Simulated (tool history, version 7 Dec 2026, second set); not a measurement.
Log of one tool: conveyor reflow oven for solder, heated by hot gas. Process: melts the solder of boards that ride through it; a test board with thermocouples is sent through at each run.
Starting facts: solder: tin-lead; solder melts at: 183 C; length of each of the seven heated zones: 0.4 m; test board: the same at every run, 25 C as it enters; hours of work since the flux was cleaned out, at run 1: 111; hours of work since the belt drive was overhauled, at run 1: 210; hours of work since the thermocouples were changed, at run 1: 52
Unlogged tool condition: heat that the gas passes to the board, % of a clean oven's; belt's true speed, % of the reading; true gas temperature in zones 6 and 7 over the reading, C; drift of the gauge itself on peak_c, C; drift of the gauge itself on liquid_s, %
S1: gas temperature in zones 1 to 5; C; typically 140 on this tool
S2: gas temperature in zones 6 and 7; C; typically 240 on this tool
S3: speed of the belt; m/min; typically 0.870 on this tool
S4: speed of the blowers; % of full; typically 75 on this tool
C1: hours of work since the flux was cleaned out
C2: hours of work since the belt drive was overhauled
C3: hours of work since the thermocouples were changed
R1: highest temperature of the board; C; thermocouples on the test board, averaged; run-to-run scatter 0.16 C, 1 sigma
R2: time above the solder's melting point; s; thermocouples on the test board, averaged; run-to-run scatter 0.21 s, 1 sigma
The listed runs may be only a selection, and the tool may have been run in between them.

| run | hour | S1 | S2 | S3 | S4 | C1 | C2 | C3 | R1 | R2 |
|---|---|---|---|---|---|---|---|---|---|---|
| 1 | 0.0 | 140 | 240 | 0.870 | 75 | 111 | 210 | 52 | 223.3 | 45.6 |
| 2 | 11.5 | 140 | 240 | 0.870 | 75 | 120 | 219 | 61 | 223.5 | 44.9 |
| 3 | 30.3 | 140 | 240 | 0.870 | 75 | 134 | 233 | 75 | 223.3 | 45.5 |
| 4 | 41.4 | 140 | 240 | 0.870 | 56 | 143 | 242 | 84 | 218.9 | 42.7 |
| 5 | 56.2 | 140 | 240 | 0.870 | 56 | 154 | 253 | 95 | 219.2 | 42.3 |
| 6 | 70.2 | 140 | 240 | 0.870 | 56 | 164 | 264 | 106 | 219.0 | 42.7 |
| 7 | 82.8 | 140 | 240 | 0.870 | 56 | 174 | 273 | 115 | 218.8 | 42.2 |
| 8 | 101.4 | 140 | 240 | 0.870 | 56 | 188 | 288 | 129 | 218.8 | 43.0 |
| 9 | 112.9 | 140 | 240 | 0.870 | 56 | 197 | 296 | 138 | 218.7 | 42.4 |
| 10 | 131.4 | 140 | 240 | 0.870 | 56 | 211 | 310 | 152 | 218.5 | 42.4 |
| 11 | 141.5 | 140 | 240 | 0.870 | 75 | 219 | 318 | 160 | 223.1 | 44.8 |
| 12 | 164.4 | 140 | 240 | 0.870 | 75 | 236 | 335 | 177 | 222.9 | 44.5 |
| 13 | 188.7 | 128 | 240 | 0.921 | 75 | 254 | 354 | 196 | 218.7 | 37.5 |
| 14 | 201.8 | 139 | 231 | 0.798 | 61 | 264 | 364 | 206 | 215.1 | 44.3 |
| 15 | 225.1 | 140 | 234 | 0.882 | 81 | 282 | 382 | 223 | 218.2 | 42.0 |
|  | 244.2 | flux residue cleaned out of gas plates and filters |
| 16 | 245.3 | 126 | 238 | 0.921 | 74 | 1 | 393 | 235 | 217.7 | 36.9 |
| 17 | 267.9 | 148 | 240 | 0.810 | 63 | 18 | 410 | 252 | 225.6 | 52.3 |
| 18 | 279.3 | 129 | 240 | 0.700 | 75 | 27 | 419 | 261 | 229.0 | 57.0 |
| 19 | 289.9 | 129 | 231 | 0.700 | 75 | 35 | 427 | 269 | 220.3 | 52.7 |
| 20 | 313.5 | 129 | 231 | 0.700 | 75 | 53 | 445 | 287 | 220.5 | 52.7 |
| 21 | 327.9 | 129 | 231 | 0.700 | 75 | 64 | 456 | 298 | 220.6 | 53.2 |
| 22 | 351.3 | 140 | 236 | 0.870 | 80 | 81 | 474 | 315 | 220.9 | 44.4 |
| 23 | 372.3 | 140 | 236 | 0.870 | 80 | 97 | 490 | 331 | 221.3 | 44.6 |
| 24 | 390.4 | 140 | 236 | 0.870 | 80 | 111 | 503 | 345 | 221.1 | 45.0 |

What if the next run were any one of these 4? Each begins from the tool's condition after run 24:
| A | 413.3 | 150 | 237 | 0.870 | 62 | 129 | 521 | 363 | ? | ? |
| B | 413.3 | 140 | 240 | 0.926 | 75 | 129 | 521 | 363 | ? | ? |
| C | 413.3 | 140 | 251 | 0.870 | 85 | 129 | 521 | 363 | ? | ? |
| D | 413.3 | 140 | 250 | 0.870 | 75 | 129 | 521 | 363 | ? | ? |

| run | R1 | R2 |
|---|---|---|
| A | 220.7 | 47.0 |
| B | 221.6 | 41.7 |
| C | 235.2 | 50.4 |
| D | 232.4 | 49.3 |
The same runs, with their run-to-run variation unchanged, on a tool lacking any hidden condition would have given:
| run | R1 | R2 |
|---|---|---|
| A | 220.8 | 46.5 |
| B | 221.9 | 41.4 |
| C | 235.5 | 49.9 |
| D | 232.7 | 48.8 |
